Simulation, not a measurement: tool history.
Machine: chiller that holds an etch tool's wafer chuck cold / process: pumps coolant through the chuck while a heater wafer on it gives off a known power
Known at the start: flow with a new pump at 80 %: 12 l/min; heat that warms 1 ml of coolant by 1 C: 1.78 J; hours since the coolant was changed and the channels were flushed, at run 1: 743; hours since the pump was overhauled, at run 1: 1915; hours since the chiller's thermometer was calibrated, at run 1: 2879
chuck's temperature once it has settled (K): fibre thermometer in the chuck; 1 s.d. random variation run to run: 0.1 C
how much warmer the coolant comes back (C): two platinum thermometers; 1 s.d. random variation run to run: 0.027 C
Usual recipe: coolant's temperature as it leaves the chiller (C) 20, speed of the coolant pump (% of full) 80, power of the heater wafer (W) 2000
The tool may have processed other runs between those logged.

run     day  coolant's temperature as it leaves the chiller (C)  speed of the coolant pump (% of full)  power of the heater wafer (W)  hours since the coolant was changed and the channels were flushed  hours since the pump was overhauled  hours since the chiller's thermometer was calibrated  chuck's temperature once it has settled (K)  how much warmer the coolant comes back (C)
  1       0                                                  20                                     80                           2000                                                                743                                 1915                                                  2879                                       313.65                                        5.66
  2   2.446                                                  14                                     80                           2000                                                                802                                 1974                                                  2938                                       307.45                                        5.62
  3   4.358                                                  14                                     80                           2000                                                                848                                 2019                                                  2984                                       307.55                                        5.61
  4   7.988                                                  14                                     80                           2000                                                                935                                 2107                                                  3071                                       307.75                                        5.56
  5  11.171                                                  14                                     80                           2000                                                               1011                                 2183                                                  3148                                       307.65                                        5.63
  6  13.767                                                  14                                     80                           2000                                                               1074                                 2245                                                  3210                                       307.65                                        5.62
  7  15.679                                                  14                                     80                           2000                                                               1119                                 2291                                                  3256                                       307.45                                        5.57
     16.504  -- chiller's thermometer calibrated
  8    17.5                                                  14                                     80                           2000                                                               1162                                 2334                                                    24                                       307.65                                        5.58
  9  19.521                                                  14                                     71                           2000                                                               1211                                 2382                                                    72                                       309.45                                        6.29
 10  22.992                                                  20                                     82                           2000                                                               1294                                 2466                                                   156                                       313.25                                        5.42
 11  25.617                                                  20                                     82                           2000                                                               1357                                 2529                                                   219                                       313.25                                        5.39
 12   28.45                                                  20                                     82                           2000                                                               1425                                 2597                                                   287                                       313.25                                        5.45
 13   32.05                                                  20                                     82                           2000                                                               1511                                 2683                                                   373                                       313.45                                        5.41
 14  34.225                                                  20                                     80                           2000                                                               1564                                 2735                                                   425                                       313.65                                        5.53
 15  36.588                                                  20                                     80                           2000                                                               1620                                 2792                                                   482                                       313.65                                        5.56
 16  38.746                                                  26                                     80                           2000                                                               1672                                 2844                                                   534                                       319.75                                        5.45
 17  40.621                                                  16                                     81                           1426                                                               1717                                 2889                                                   579                                       303.65                                        3.84
 18  42.675                                                  27                                     85                           1336                                                               1766                                 2938                                                   628                                       313.35                                        3.39
 19  45.233                                                  27                                     85                           2230                                                               1828                                 2999                                                   689                                       322.15                                        5.76
 20  47.508                                                  20                                    100                           1620                                                               1882                                 3054                                                   744                                       307.75                                        3.51
 21  49.592                                                  21                                     79                           1176                                                               1932                                 3104                                                   794                                       306.35                                        3.19
 22  51.567                                                  21                                     79                           1176                                                               1980                                 3151                                                   841                                       306.25                                        3.18
 23  53.146                                                  13                                     68                           1110                                                               2018                                 3189                                                   879                                       298.85                                        3.51
 24  56.333                                                  14                                     70                           2578                                                               2094                                 3266                                                   956                                       316.15                                        8.07
 25  59.992                                                  14                                     70                           2578                                                               2182                                 3354                                                  1044                                       315.95                                        8.07
 26  62.417                                                  18                                     62                           1394                                                               2240                                 3412                                                  1102                                       308.15                                        4.93
 27  66.104                                                  27                                     67                           1716                                                               2329                                 3500                                                  1190                                       319.95                                        5.62
 28  68.454                                                  21                                     64                           1152                                                               2385                                 3557                                                  1247                                       307.65                                        3.85
 29   71.75                                                  21                                     64                           1152                                                               2464                                 3636                                                  1326                                       307.85                                        3.81
 30  74.633                                                  20                                     80                           2337                                                               2533                                 3705                                                  1395                                       317.05                                         6.3
     74.929  -- gauge calibrated
 31  77.642                                                  20                                     80                           1077                                                               2606                                 3777                                                  1467                                       304.15                                        3.02
 32  80.346                                                  20                                     80                           1077                                                               2670                                 3842                                                  1532                                       303.95                                        3.03

Subtracting, for every run, the result it would have given without the tool's unlogged condition from the measured result gives the following. The same run-to-run variation enters both numbers; the gauge's scatter may not:
Unlogged tool condition in this case: heat passed by the chuck's channels, % of clean ones'; flow at a given pump speed, % of a new pump's; coolant's true temperature over the reading, C; drift of the gauge itself on chuck_c, C; drift of the gauge itself on warmer_back_c, C.
run  how much warmer the coolant comes back (C)
  1                                          +0
  2                                       -0.01
  3                                       -0.01
  4                                       -0.02
  5                                       -0.03
  6                                       -0.04
  7                                       -0.04
  8                                       -0.05
  9                                       -0.05
 10                                       -0.06
 11                                       -0.07
 12                                       -0.08
 13                                       -0.09
 14                                       -0.09
 15                                       -0.11
 16                                       -0.11
 17                                       -0.12
 18                                       -0.12
 19                                       -0.13
 20                                       -0.14
 21                                       -0.14
 22                                       -0.15
 23                                       -0.16
 24                                       -0.16
 25                                       -0.17
 26                                       -0.18
 27                                       -0.19
 28                                        -0.2
 29                                       -0.21
 30                                       -0.22
 31                                       -0.01
 32                                       -0.01
chuck's temperature once it has settled (K): differs from the measured result by no more than 0.1 in any run.
